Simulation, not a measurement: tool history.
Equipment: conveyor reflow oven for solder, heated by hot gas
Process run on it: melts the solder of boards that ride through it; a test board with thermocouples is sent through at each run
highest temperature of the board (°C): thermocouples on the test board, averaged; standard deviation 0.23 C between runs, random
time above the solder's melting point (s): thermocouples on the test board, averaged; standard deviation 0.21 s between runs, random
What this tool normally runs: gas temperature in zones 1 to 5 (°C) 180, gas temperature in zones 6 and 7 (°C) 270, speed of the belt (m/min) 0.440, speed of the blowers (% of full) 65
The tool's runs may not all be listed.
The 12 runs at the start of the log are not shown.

run     day  gas temperature in zones 1 to 5 (°C)  gas temperature in zones 6 and 7 (°C)  speed of the belt (m/min)  speed of the blowers (% of full)  highest temperature of the board (°C)  time above the solder's melting point (s)
 13   6.421                                   180                                    270                      0.454                                72                                  258.8                                       90.1
 14   6.825                                   177                                    270                      0.454                                72                                  258.5                                       88.5
 15   7.146                                   180                                    270                      0.440                                65                                  258.3                                       92.1
      7.721  -- flux residue cleaned out of gas plates and filters, once more
 16   7.800                                   170                                    270                      0.440                                68                                  258.8                                       87.8
 17   8.433                                   175                                    270                      0.437                                83                                  261.9                                       95.0
 18   8.817                                   180                                    270                      0.448                                58                                  256.7                                       89.1
 19   9.158                                   180                                    270                      0.434                                58                                  257.5                                       93.4
 20   9.575                                   188                                    270                      0.434                                89                                  263.6                                      102.9
 21   9.992                                   188                                    270                      0.434                                89                                  263.4                                      103.3
 22  10.512                                   188                                    270                      0.434                                89                                  263.5                                      103.2
 23  10.904                                   172                                    270                      0.363                                65                                  262.3                                      113.6
 24  11.229                                   180                                    270                      0.367                                65                                  262.4                                      117.2
 25  11.533                                   180                                    270                      0.367                                65                                  262.6                                      116.4
 26  12.221                                   180                                    270                      0.367                                65                                  262.4                                      117.0
 27  12.592                                   180                                    270                      0.367                                65                                  262.5                                      116.8
 28  13.279                                   180                                    270                      0.424                                65                                  259.5                                       97.4
 29  13.929                                   180                                    279                      0.379                                65                                  270.5                                      118.1
 30  14.396                                   180                                    264                      0.470                                71                                  252.8                                       82.2

Consider 5 possible next runs. They are alternatives, not a sequence: every one starts from the tool as it was left by run 30. What does each give?
  A  15.012                                   180                                    262                      0.354                                65                                      ?                                          ?
  B  15.012                                   175                                    263                      0.497                                71                                      ?                                          ?
  C  15.012                                   175                                    261                      0.440                                75                                      ?                                          ?
  D  15.012                                   174                                    264                      0.479                                56                                      ?                                          ?
  E  15.012                                   180                                    270                      0.440                                65                                      ?                                          ?

run  highest temperature of the board (°C)  time above the solder's melting point (s)
  A                                  255.1                                      115.6
  B                                  249.5                                       71.9
  C                                  251.6                                       85.4
  D                                  247.4                                       70.7
  E                                  258.6                                       93.3
With the hidden condition removed and each run's random variation left untouched, the same runs would have given:
run  highest temperature of the board (°C)  time above the solder's melting point (s)
  A                                  255.6                                      114.8
  B                                  250.1                                       71.8
  C                                  252.2                                       85.1
  D                                  247.9                                       70.5
  E                                  259.2                                       92.7
